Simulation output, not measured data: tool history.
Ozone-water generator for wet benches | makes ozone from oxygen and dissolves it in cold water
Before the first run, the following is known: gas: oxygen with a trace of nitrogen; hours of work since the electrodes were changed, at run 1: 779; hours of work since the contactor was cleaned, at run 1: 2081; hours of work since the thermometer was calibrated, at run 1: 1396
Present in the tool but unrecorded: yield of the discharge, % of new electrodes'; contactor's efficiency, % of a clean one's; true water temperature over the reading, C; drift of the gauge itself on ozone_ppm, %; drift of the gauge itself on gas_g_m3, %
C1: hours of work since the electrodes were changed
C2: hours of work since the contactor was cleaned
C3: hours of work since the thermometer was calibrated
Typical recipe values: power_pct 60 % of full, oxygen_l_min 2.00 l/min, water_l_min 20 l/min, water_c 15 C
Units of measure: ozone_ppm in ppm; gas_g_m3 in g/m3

Run 1, hour 0.0: usual settings; C1 779; C2 2081; C3 1396. Result: ozone_ppm 9.1 ppm, gas_g_m3 158.2 g/m3.
Run 2, hour 45.9: usual settings; C1 808; C2 2109; C3 1424. Result: ozone_ppm 9.5 ppm, gas_g_m3 157.7 g/m3.
Run 3, hour 90.4: usual settings but water_c 10 C; C1 835; C2 2136; C3 1451. Result: ozone_ppm 9.5 ppm, gas_g_m3 158.4 g/m3.
Run 4, hour 136.3: usual settings but water_l_min 13 l/min; C1 863; C2 2165; C3 1480. Result: ozone_ppm 14.0 ppm, gas_g_m3 157.8 g/m3.
Run 5, hour 162.7: usual settings; C1 880; C2 2181; C3 1496. Result: ozone_ppm 9.1 ppm, gas_g_m3 157.6 g/m3.
Run 6, hour 186.1: usual settings; C1 894; C2 2195; C3 1510. Result: ozone_ppm 9.3 ppm, gas_g_m3 156.3 g/m3.
Run 7, hour 212.4: usual settings; C1 910; C2 2211; C3 1527. Result: ozone_ppm 9.3 ppm, gas_g_m3 159.4 g/m3.
Run 8, hour 249.2: usual settings; C1 933; C2 2234; C3 1549. Result: ozone_ppm 9.2 ppm, gas_g_m3 158.8 g/m3.
Run 9, hour 283.2: usual settings; C1 954; C2 2255; C3 1570. Result: ozone_ppm 9.3 ppm, gas_g_m3 158.0 g/m3.
Run 10, hour 324.9: usual settings; C1 980; C2 2281; C3 1596. Result: ozone_ppm 9.0 ppm, gas_g_m3 157.6 g/m3.
Run 11, hour 372.9: usual settings; C1 1009; C2 2310; C3 1626. Result: ozone_ppm 9.3 ppm, gas_g_m3 159.1 g/m3.
Run 12, hour 419.9: usual settings; C1 1038; C2 2339; C3 1655. Result: ozone_ppm 9.1 ppm, gas_g_m3 158.0 g/m3.
Run 13, hour 453.1: usual settings; C1 1059; C2 2360; C3 1675. Result: ozone_ppm 9.5 ppm, gas_g_m3 160.2 g/m3.
Run 14, hour 497.9: usual settings; C1 1086; C2 2387; C3 1703. Result: ozone_ppm 9.3 ppm, gas_g_m3 159.1 g/m3.
Run 15, hour 543.2: usual settings; C1 1114; C2 2415; C3 1731. Result: ozone_ppm 9.2 ppm, gas_g_m3 159.8 g/m3.
Run 16, hour 569.9: usual settings but oxygen_l_min 2.30 l/min; C1 1130; C2 2432; C3 1747. Result: ozone_ppm 9.4 ppm, gas_g_m3 146.1 g/m3.
Run 17, hour 600.5: usual settings but oxygen_l_min 2.30 l/min; C1 1149; C2 2451; C3 1766. Result: ozone_ppm 9.3 ppm, gas_g_m3 145.1 g/m3.
Run 18, hour 635.8: usual settings but oxygen_l_min 1.54 l/min, water_c 21 C; C1 1171; C2 2472; C3 1788. Result: ozone_ppm 8.5 ppm, gas_g_m3 188.8 g/m3.
Run 19, hour 668.8: usual settings but oxygen_l_min 1.54 l/min, water_c 21 C; C1 1191; C2 2493; C3 1808. Result: ozone_ppm 8.5 ppm, gas_g_m3 188.1 g/m3.

The next listed run, before its measurement:
Run 20, hour 710.2: usual settings but oxygen_l_min 3.43 l/min, water_l_min 21 l/min; C1 1217; C2 2518; C3 1833. Result: ozone_ppm ?, gas_g_m3 ?.

Run 20 gave ozone_ppm 9.4 ppm, gas_g_m3 113.4 g/m3.
Without the tool's hidden state the same run would have given ozone_ppm 9.4 ppm, gas_g_m3 111.8 g/m3.
